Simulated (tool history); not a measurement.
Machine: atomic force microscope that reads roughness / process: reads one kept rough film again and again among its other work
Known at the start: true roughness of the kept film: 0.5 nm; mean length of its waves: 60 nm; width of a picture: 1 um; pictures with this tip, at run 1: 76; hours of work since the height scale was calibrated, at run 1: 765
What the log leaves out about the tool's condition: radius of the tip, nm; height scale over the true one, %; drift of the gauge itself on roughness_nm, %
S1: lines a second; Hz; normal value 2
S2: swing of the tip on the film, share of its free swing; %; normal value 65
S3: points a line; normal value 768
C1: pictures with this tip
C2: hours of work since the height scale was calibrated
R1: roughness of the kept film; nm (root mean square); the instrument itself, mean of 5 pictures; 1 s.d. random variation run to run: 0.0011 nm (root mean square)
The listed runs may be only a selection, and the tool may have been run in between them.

| run | hour | S1 | S2 | S3 | C1 | C2 | R1 |
|---|---|---|---|---|---|---|---|
| 1 | 0 | 2 | 65 | 768 | 76 | 765 | 0.46 |
|  | 3.1 | new tip fitted |
| 2 | 42.1 | 2 | 65 | 768 | 52 | 787 | 0.463 |
|  | 61.4 | new tip fitted |
| 3 | 62.3 | 2 | 65 | 768 | 1 | 798 | 0.464 |
| 4 | 85.5 | 2 | 65 | 768 | 32 | 810 | 0.464 |
|  | 121.1 | new tip fitted |
| 5 | 121.1 | 2 | 86 | 768 | 0 | 829 | 0.412 |
| 6 | 166.5 | 2 | 86 | 768 | 61 | 853 | 0.409 |
|  | 180.7 | new tip fitted |
| 7 | 193.4 | 2 | 86 | 768 | 17 | 867 | 0.412 |
| 8 | 216 | 2 | 65 | 768 | 48 | 880 | 0.462 |
|  | 239.1 | new tip fitted |
| 9 | 243.3 | 2 | 65 | 768 | 5 | 894 | 0.466 |
| 10 | 283.7 | 2 | 58 | 768 | 60 | 916 | 0.474 |
|  | 301.2 | new tip fitted |
| 11 | 307.8 | 2 | 58 | 768 | 9 | 928 | 0.475 |
| 12 | 354.6 | 2 | 58 | 768 | 72 | 953 | 0.471 |
|  | 359.3 | new tip fitted |
| 13 | 390.9 | 2 | 58 | 768 | 43 | 972 | 0.473 |
|  | 419.9 | new tip fitted |
| 14 | 430 | 3.23 | 58 | 666 | 13 | 993 | 0.461 |
| 15 | 468.5 | 2 | 67 | 310 | 65 | 1014 | 0.458 |
|  | 479.4 | new tip fitted |
| 16 | 490.8 | 2 | 65 | 389 | 15 | 1025 | 0.464 |
| 17 | 518.8 | 0.91 | 81 | 844 | 52 | 1040 | 0.461 |
|  | 540.2 | new tip fitted |
| 18 | 557.3 | 1.02 | 55 | 556 | 23 | 1061 | 0.485 |

What does the tool deliver on the next run?
|  | 600.1 | new tip fitted |
| 19 | 604 | 2.92 | 63 | 511 | 5 | 1085 | ? |

{"run 19": {"R1": 0.458}}
On a tool with no hidden condition, and with the same random variation, this run would have come out at R1 0.46 nm (root mean square).
